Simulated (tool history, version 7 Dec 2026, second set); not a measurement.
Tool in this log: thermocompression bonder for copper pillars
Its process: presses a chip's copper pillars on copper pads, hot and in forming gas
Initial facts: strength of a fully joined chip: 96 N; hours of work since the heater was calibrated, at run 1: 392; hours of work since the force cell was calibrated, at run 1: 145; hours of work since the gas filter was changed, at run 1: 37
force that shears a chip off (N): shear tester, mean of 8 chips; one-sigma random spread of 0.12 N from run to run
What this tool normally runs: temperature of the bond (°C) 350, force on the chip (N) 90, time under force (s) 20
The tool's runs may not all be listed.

| run | hour | temperature of the bond (°C) | force on the chip (N) | time under force (s) | hours of work since the heater was calibrated | hours of work since the force cell was calibrated | hours of work since the gas filter was changed | force that shears a chip off (N) |
|---|---|---|---|---|---|---|---|---|
| 1 | 0.0 | 350 | 90 | 20 | 392 | 145 | 37 | 66.8 |
| 2 | 7.9 | 350 | 90 | 20 | 396 | 149 | 41 | 66.8 |
| 3 | 16.0 | 350 | 90 | 20 | 401 | 153 | 45 | 66.7 |
| 4 | 21.5 | 350 | 90 | 20 | 404 | 156 | 48 | 66.6 |
| 5 | 25.9 | 350 | 90 | 20 | 406 | 158 | 51 | 66.7 |
| 6 | 34.8 | 350 | 90 | 20 | 410 | 163 | 55 | 66.5 |
| 7 | 43.0 | 350 | 103 | 20 | 415 | 167 | 59 | 72.3 |
| 8 | 47.8 | 350 | 103 | 20 | 417 | 170 | 62 | 72.3 |
| 9 | 54.1 | 350 | 103 | 20 | 420 | 173 | 65 | 72.2 |
| 10 | 63.9 | 350 | 90 | 20 | 426 | 178 | 70 | 66.3 |
| 11 | 73.8 | 350 | 90 | 20 | 431 | 183 | 76 | 66.3 |
| 12 | 81.5 | 359 | 132 | 14 | 435 | 187 | 79 | 79.8 |
| 13 | 89.3 | 359 | 60 | 14 | 439 | 191 | 84 | 46.1 |
| 14 | 93.5 | 349 | 90 | 20 | 441 | 193 | 86 | 65.7 |
| 15 | 101.9 | 349 | 90 | 20 | 445 | 198 | 90 | 65.8 |
| 16 | 110.8 | 361 | 62 | 34 | 450 | 202 | 95 | 63.5 |
| 17 | 120.1 | 361 | 62 | 34 | 455 | 207 | 100 | 63.7 |
| 18 | 126.4 | 337 | 80 | 51 | 458 | 210 | 103 | 70.6 |
| 19 | 136.0 | 351 | 111 | 50 | 463 | 215 | 108 | 86.7 |
| 20 | 145.6 | 323 | 75 | 20 | 468 | 220 | 113 | 45.5 |
| 21 | 153.4 | 350 | 63 | 20 | 472 | 224 | 117 | 50.1 |
| 22 | 162.9 | 350 | 63 | 20 | 477 | 229 | 122 | 50.0 |

4 options for the next run, each taken on its own from the tool as it stands now. Forecast them:
| A | 170.6 | 346 | 63 | 47 | 481 | 233 | 126 | ? |
| B | 170.6 | 349 | 90 | 21 | 481 | 233 | 126 | ? |
| C | 170.6 | 373 | 90 | 20 | 481 | 233 | 126 | ? |
| D | 170.6 | 350 | 89 | 20 | 481 | 233 | 126 | ? |

| run | force that shears a chip off (N) |
|---|---|
| A | 63.0 |
| B | 65.8 |
| C | 74.9 |
| D | 65.1 |
What these runs would have given with no unlogged condition in the tool:
| run | force that shears a chip off (N) |
|---|---|
| A | 64.1 |
| B | 66.9 |
| C | 76.2 |
| D | 66.2 |
